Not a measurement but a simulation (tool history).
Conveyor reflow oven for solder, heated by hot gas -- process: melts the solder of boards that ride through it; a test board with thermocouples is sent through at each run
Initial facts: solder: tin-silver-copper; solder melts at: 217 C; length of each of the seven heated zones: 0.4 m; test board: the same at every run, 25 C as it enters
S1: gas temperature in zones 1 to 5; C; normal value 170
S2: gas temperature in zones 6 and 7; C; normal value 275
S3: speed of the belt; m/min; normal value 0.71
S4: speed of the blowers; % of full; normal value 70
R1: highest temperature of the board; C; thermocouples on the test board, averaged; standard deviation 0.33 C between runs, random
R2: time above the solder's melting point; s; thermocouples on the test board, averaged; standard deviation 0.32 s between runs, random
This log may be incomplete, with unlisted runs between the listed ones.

run	hour	S1	S2	S3	S4	R1	R2
1	0	170	275	0.71	70	259.8	54.1
2	7.5	170	275	0.71	70	260.5	54.4
3	17	170	275	0.71	70	260.4	53.8
4	27.7	170	275	0.71	70	260.4	54.7
5	41.1	170	275	0.71	89	263.2	56.3
6	53.7	170	275	0.71	89	263.1	55.9
7	63.3	170	275	0.71	89	263.2	56.7
8	73.8	170	275	0.71	89	262.7	55.8
9	82.3	170	275	0.77	70	257	48.2
10	89.2	170	275	0.77	70	257.4	48.1
11	103.4	170	275	0.77	70	257.8	48
12	119	170	275	0.71	70	259.9	54.2
# hour 124.8: flux residue cleaned out of gas plates and filters
13	130.8	170	271	0.71	70	257.5	52.7
14	143.8	170	271	0.71	70	257.9	52.8
15	155.7	170	275	0.71	70	261.1	54.5
# hour 164.7: thermocouples of zones 6 and 7 changed
16	170.8	170	275	0.71	56	256.2	51.8
17	180.3	170	275	0.71	56	256.7	51.9
18	195.4	170	284	0.843	60	256.9	43.1
19	206.1	159	280	0.71	70	261.6	51.9
20	216.8	170	267	0.71	70	251.9	49.2
21	230.2	170	267	0.71	70	251.4	49
22	243.1	165	280	0.735	90	264	52.8
23	258.1	170	276	0.735	53	254.5	48.7
24	270.2	170	276	0.735	53	254	48.6
25	280	178	278	0.801	75	259.3	49.7
26	288.4	178	278	0.801	75	259.2	49
27	295.7	178	278	0.801	75	259.4	49.8
28	303.1	178	278	0.801	75	258.8	49.3
29	312	178	278	0.801	75	258.4	49.9
30	318.5	157	266	0.592	66	253.6	57.8
31	333.6	160	281	0.834	69	254.4	40.5

Each run again, without the hidden state but with its own random variation kept:
Hidden conditions of the tool in this case: heat that the gas passes to the board, % of a clean oven's; belt's true speed, % of the reading; true gas temperature in zones 6 and 7 over the reading, C; drift of the gauge itself on peak_c, C; drift of the gauge itself on liquid_s, %.
run	R1	R2
1	258.2	53
2	258.9	53.3
3	258.8	52.8
4	258.9	53.6
5	261.6	55.4
6	261.5	55
7	261.7	55.8
8	261.3	54.9
9	255.7	47.4
10	256.2	47.3
11	256.7	47.2
12	258.6	53.3
13	255.2	51.1
14	255.7	51.2
15	258.9	53
16	256.4	51.5
17	256.9	51.7
18	257.3	43
19	262.1	51.8
20	252.2	49.1
21	251.8	49
22	264.6	52.7
23	255	48.7
24	254.5	48.6
25	260	49.7
26	259.9	49
27	260.2	49.9
28	259.6	49.4
29	259.2	50
30	254.1	57.9
31	255.6	40.9
